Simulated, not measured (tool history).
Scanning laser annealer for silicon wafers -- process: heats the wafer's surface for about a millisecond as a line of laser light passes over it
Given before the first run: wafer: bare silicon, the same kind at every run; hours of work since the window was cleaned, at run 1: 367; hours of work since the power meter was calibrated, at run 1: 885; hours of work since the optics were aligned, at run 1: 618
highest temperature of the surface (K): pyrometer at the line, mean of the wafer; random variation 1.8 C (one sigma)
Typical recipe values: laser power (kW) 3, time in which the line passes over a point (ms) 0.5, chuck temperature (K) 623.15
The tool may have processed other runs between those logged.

run	day	laser power (kW)	time in which the line passes over a point (ms)	chuck temperature (K)	hours of work since the window was cleaned	hours of work since the power meter was calibrated	hours of work since the optics were aligned	highest temperature of the surface (K)
1	0	3	0.5	623.15	367	885	618	1323.15
2	1.846	3	0.5	623.15	400	918	650	1322.15
3	3.933	3	0.5	623.15	436	954	687	1320.15
4	5.167	3	0.5	623.15	458	976	708	1322.15
5	7.517	2.555	0.5	623.15	499	1017	750	1199.15
# day 7.846: laser's power meter calibrated
6	9.954	2.555	0.5	623.15	540	37	790	1200.15
7	11.221	2.555	0.5	623.15	562	59	812	1199.15
8	13.142	2.685	0.357	641.15	596	93	846	1150.15
9	14.304	2.692	0.606	631.15	616	113	866	1301.15
10	15.767	2.707	0.606	657.15	642	139	892	1332.15
11	16.954	3.262	0.5	604.15	662	160	913	1366.15

Alternative continuations, all from the tool just after run 11; predict every row:
A	19.333	3	0.548	623.15	704	201	954	?
B	19.333	3.262	0.356	598.15	704	201	954	?
C	19.333	2.686	0.563	587.15	704	201	954	?
D	19.333	3.262	0.525	604.15	704	201	954	?
E	19.333	3	0.5	622.15	704	201	954	?

run	highest temperature of the surface (K)
A	1346.15
B	1236.15
C	1231.15
D	1383.15
E	1308.15
The same runs, with their run-to-run variation unchanged, on a tool lacking any hidden condition would have given:
run	highest temperature of the surface (K)
A	1378.15
B	1264.15
C	1259.15
D	1418.15
E	1339.15
